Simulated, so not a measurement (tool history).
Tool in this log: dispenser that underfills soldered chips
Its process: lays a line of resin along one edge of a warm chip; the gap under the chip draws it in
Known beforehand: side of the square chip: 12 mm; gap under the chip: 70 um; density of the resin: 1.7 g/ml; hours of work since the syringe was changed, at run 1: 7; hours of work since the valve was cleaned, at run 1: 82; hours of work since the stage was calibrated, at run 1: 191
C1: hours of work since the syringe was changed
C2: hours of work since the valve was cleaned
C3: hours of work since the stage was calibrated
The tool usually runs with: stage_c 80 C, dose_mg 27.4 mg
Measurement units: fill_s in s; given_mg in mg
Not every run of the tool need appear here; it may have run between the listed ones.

{"run": 1, "hour": 0.0, "stage_c": 80, "dose_mg": 27.4, "C1": 7, "C2": 82, "C3": 191, "fill_s": 146.2, "given_mg": 25.83}
{"run": 2, "hour": 4.5, "stage_c": 80, "dose_mg": 27.4, "C1": 10, "C2": 85, "C3": 194, "fill_s": 193.4, "given_mg": 25.56}
{"hour": 6.9, "done": "new syringe of resin"}
{"run": 3, "hour": 9.2, "stage_c": 80, "dose_mg": 27.4, "C1": 2, "C2": 88, "C3": 197, "fill_s": 98.5, "given_mg": 25.74}
{"run": 4, "hour": 12.4, "stage_c": 80, "dose_mg": 27.4, "C1": 4, "C2": 91, "C3": 200, "fill_s": 118.1, "given_mg": 25.43}
{"run": 5, "hour": 18.4, "stage_c": 80, "dose_mg": 27.4, "C1": 9, "C2": 95, "C3": 204, "fill_s": 166.7, "given_mg": 25.42}
{"run": 6, "hour": 22.1, "stage_c": 80, "dose_mg": 27.4, "C1": 11, "C2": 98, "C3": 207, "fill_s": 202.5, "given_mg": 25.53}
{"hour": 23.6, "done": "new syringe of resin"}
{"run": 7, "hour": 25.6, "stage_c": 80, "dose_mg": 27.4, "C1": 1, "C2": 100, "C3": 209, "fill_s": 94.3, "given_mg": 25.45}
{"run": 8, "hour": 32.8, "stage_c": 80, "dose_mg": 27.4, "C1": 7, "C2": 106, "C3": 215, "fill_s": 143.2, "given_mg": 25.4}
{"run": 9, "hour": 37.1, "stage_c": 80, "dose_mg": 27.4, "C1": 10, "C2": 109, "C3": 218, "fill_s": 187.5, "given_mg": 25.28}
{"hour": 40.1, "done": "new syringe of resin"}
{"run": 10, "hour": 42.7, "stage_c": 80, "dose_mg": 27.4, "C1": 2, "C2": 113, "C3": 222, "fill_s": 99.7, "given_mg": 25.25}
{"run": 11, "hour": 49.6, "stage_c": 80, "dose_mg": 27.4, "C1": 7, "C2": 118, "C3": 227, "fill_s": 148.1, "given_mg": 25.27}
{"hour": 51.4, "done": "dispensing valve cleaned and set on the balance"}
{"run": 12, "hour": 54.0, "stage_c": 80, "dose_mg": 27.4, "C1": 10, "C2": 2, "C3": 230, "fill_s": 180, "given_mg": 27.37}
{"hour": 57.9, "done": "new syringe of resin"}
{"run": 13, "hour": 61.5, "stage_c": 80, "dose_mg": 27.4, "C1": 3, "C2": 7, "C3": 235, "fill_s": 105.7, "given_mg": 27.14}
{"run": 14, "hour": 65.9, "stage_c": 80, "dose_mg": 27.4, "C1": 6, "C2": 11, "C3": 238, "fill_s": 132.9, "given_mg": 27.12}
{"run": 15, "hour": 69.5, "stage_c": 80, "dose_mg": 27.4, "C1": 9, "C2": 13, "C3": 241, "fill_s": 161.9, "given_mg": 27.12}
{"hour": 74.3, "done": "new syringe of resin"}
{"run": 16, "hour": 75.2, "stage_c": 78, "dose_mg": 27.4, "C1": 1, "C2": 17, "C3": 245, "fill_s": 97.5, "given_mg": 27.3}
{"run": 17, "hour": 81.5, "stage_c": 78, "dose_mg": 27.4, "C1": 5, "C2": 22, "C3": 250, "fill_s": 138.1, "given_mg": 26.96}
{"run": 18, "hour": 88.6, "stage_c": 79, "dose_mg": 27.4, "C1": 11, "C2": 27, "C3": 255, "fill_s": 205.3, "given_mg": 26.77}

The next listed run, before its measurement:
{"hour": 91.1, "done": "new syringe of resin"}
{"run": 19, "hour": 95.4, "stage_c": 91, "dose_mg": 26.2, "C1": 3, "C2": 32, "C3": 260, "fill_s": "?", "given_mg": "?"}

fill_s: 64.3 s
given_mg: 25.75 mg
Take away the tool's hidden state, keep the run-to-run variation as it was, and the same run would have given fill_s 52.9 s, given_mg 26.33 mg.
